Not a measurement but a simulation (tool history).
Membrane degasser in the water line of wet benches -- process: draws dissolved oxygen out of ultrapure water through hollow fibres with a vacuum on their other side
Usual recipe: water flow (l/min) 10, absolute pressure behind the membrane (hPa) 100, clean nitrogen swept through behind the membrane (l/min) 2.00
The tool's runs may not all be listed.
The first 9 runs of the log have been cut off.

run    hour  water flow (l/min)  absolute pressure behind the membrane (hPa)  clean nitrogen swept through behind the membrane (l/min)  hours since the membrane was changed  hours since the vacuum gauge was calibrated  hours since the vacuum lines were made tight  dissolved oxygen in the water behind the degasser (ppb)  pressure that the water loses in the fibres (hPa)
     1021.0  -- seals of the vacuum lines changed
 10  1049.6                  10                                          100                                                      2.00                                  2042                                         2042                                            29                                                     94.7                                              365.7
 11  1161.8                  10                                          100                                                      2.00                                  2154                                         2154                                           141                                                     94.4                                              361.1
 12  1271.2                  10                                          100                                                      2.00                                  2263                                         2263                                           250                                                     94.2                                              360.6
 13  1411.3                  10                                          100                                                      2.00                                  2404                                         2404                                           390                                                     94.9                                              363.5
 14  1506.0                  10                                          100                                                      2.00                                  2498                                         2498                                           485                                                     93.2                                              361.0
 15  1580.6                  10                                          100                                                      1.72                                  2573                                         2573                                           560                                                    105.9                                              360.0
 16  1686.4                  10                                          100                                                      1.72                                  2679                                         2679                                           665                                                    106.0                                              365.4
 17  1771.1                   6                                           86                                                      1.07                                  2763                                         2763                                           750                                                     77.4                                              219.7
 18  1898.4                   9                                          143                                                      2.43                                  2891                                         2891                                           877                                                    109.8                                              326.9
 19  1968.6                   9                                          143                                                      2.43                                  2961                                         2961                                           948                                                    107.0                                              328.2
 20  2081.3                  15                                          100                                                      2.47                                  3074                                         3074                                          1060                                                    126.1                                              548.2
 21  2159.1                   6                                          100                                                      2.00                                  3151                                         3151                                          1138                                                     53.4                                              220.0
 22  2231.6                  13                                          193                                                      4.50                                  3224                                         3224                                          1211                                                    135.2                                              478.4
 23  2308.8                  13                                          193                                                      4.50                                  3301                                         3301                                          1288                                                    131.7                                              477.8
 24  2404.3                   8                                          100                                                      2.00                                  3397                                         3397                                          1383                                                     75.2                                              294.0
 25  2485.1                  13                                           69                                                      1.07                                  3477                                         3477                                          1464                                                    124.3                                              475.6
 26  2560.2                  11                                          153                                                      2.04                                  3552                                         3552                                          1539                                                    171.6                                              401.8
 27  2654.9                   8                                           79                                                      2.95                                  3647                                         3647                                          1634                                                     38.9                                              292.2
 28  2762.5                   9                                           79                                                      5.59                                  3755                                         3755                                          1742                                                     26.8                                              328.9
 29  2895.5                  15                                          142                                                      1.36                                  3888                                         3888                                          1875                                                    302.5                                              552.1
 30  3022.8                  15                                          142                                                      1.36                                  4015                                         4015                                          2002                                                    299.6                                              552.7
 31  3169.8                   6                                          234                                                      2.54                                  4162                                         4162                                          2149                                                    120.6                                              220.3

Consider 3 possible next runs. They are alternatives, not a sequence: every one starts from the tool as it was left by run 31. What does each give?
  A  3277.2                   8                                          231                                                      2.54                                  4270                                         4270                                          2256                                                        ?                                                  ?
  B  3277.2                   9                                          115                                                      2.00                                  4270                                         4270                                          2256                                                        ?                                                  ?
  C  3277.2                   6                                          165                                                      4.57                                  4270                                         4270                                          2256                                                        ?                                                  ?

run  dissolved oxygen in the water behind the degasser (ppb)  pressure that the water loses in the fibres (hPa)
  A                                                    160.3                                              296.6
  B                                                    100.6                                              329.5
  C                                                     46.9                                              220.6
With no hidden state in the tool, these same runs would have given:
run  dissolved oxygen in the water behind the degasser (ppb)  pressure that the water loses in the fibres (hPa)
  A                                                    160.2                                              290.3
  B                                                    100.5                                              322.4
  C                                                     46.9                                              215.9
